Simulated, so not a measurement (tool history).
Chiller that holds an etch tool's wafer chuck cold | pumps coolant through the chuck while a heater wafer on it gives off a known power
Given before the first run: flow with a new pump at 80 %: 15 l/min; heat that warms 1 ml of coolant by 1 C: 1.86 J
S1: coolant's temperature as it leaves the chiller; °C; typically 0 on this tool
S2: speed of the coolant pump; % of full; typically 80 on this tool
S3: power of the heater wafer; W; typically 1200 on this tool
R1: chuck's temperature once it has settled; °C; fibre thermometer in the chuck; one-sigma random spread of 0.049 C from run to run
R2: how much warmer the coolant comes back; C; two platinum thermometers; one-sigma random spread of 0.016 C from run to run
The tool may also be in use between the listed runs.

run	hour	S1	S2	S3	R1	R2
1	0	0	80	1200	8.75	2.67
2	80.6	0	80	1200	8.77	2.63
3	139.1	0	91	1200	8.27	2.34
4	229.2	5	80	1200	13.81	2.64
5	288.7	5	80	1200	13.75	2.66
6	369.5	0	80	1200	8.76	2.67
7	460.4	0	80	1200	8.78	2.66
8	538	0	80	1200	8.78	2.66
9	625.8	0	80	1256	9.19	2.79
10	712.1	0	80	1256	9.19	2.77
# hour 789.6: chiller's thermometer calibrated
11	819.5	0	80	1508	11.47	3.35
12	889.7	0	80	1508	11.34	3.36
13	958.1	0	80	1508	11.35	3.36
14	1012.2	0	80	1508	11.38	3.36
15	1114.9	0	80	1508	11.49	3.35
16	1210.6	-10	64	745	-3.65	2.07
17	1289.3	-10	64	745	-3.7	2.07
# hour 1302.1: coolant pump overhauled
18	1387.8	4	96	794	9.49	1.51
19	1442.2	4	68	823	10.73	2.21
# hour 1507.7: coolant pump overhauled, once more
20	1507.7	4	68	1276	14.32	3.23
21	1609.7	4	68	1276	14.35	3.23
22	1690.4	4	68	1276	14.34	3.23
23	1788.7	-1	60	819	5.99	2.35
24	1897.3	-1	60	819	6.05	2.36
25	1983.4	-1	60	819	6.11	2.38
26	2039.1	-9	61	792	-2.12	2.26

Alternative continuations, all from the tool just after run 26; predict every row:
A	2098.4	-10	87	1614	?	?
B	2098.4	-3	69	962	?	?
C	2098.4	-9	64	1362	?	?
D	2098.4	-9	77	1200	?	?

run	R1	R2
A	1.56	3.19
B	4.75	2.43
C	2.41	3.71
D	0.19	2.68
Without the tool's hidden state the same runs would have given:
run	R1	R2
A	1.03	3.17
B	4.45	2.41
C	1.91	3.68
D	-0.19	2.66
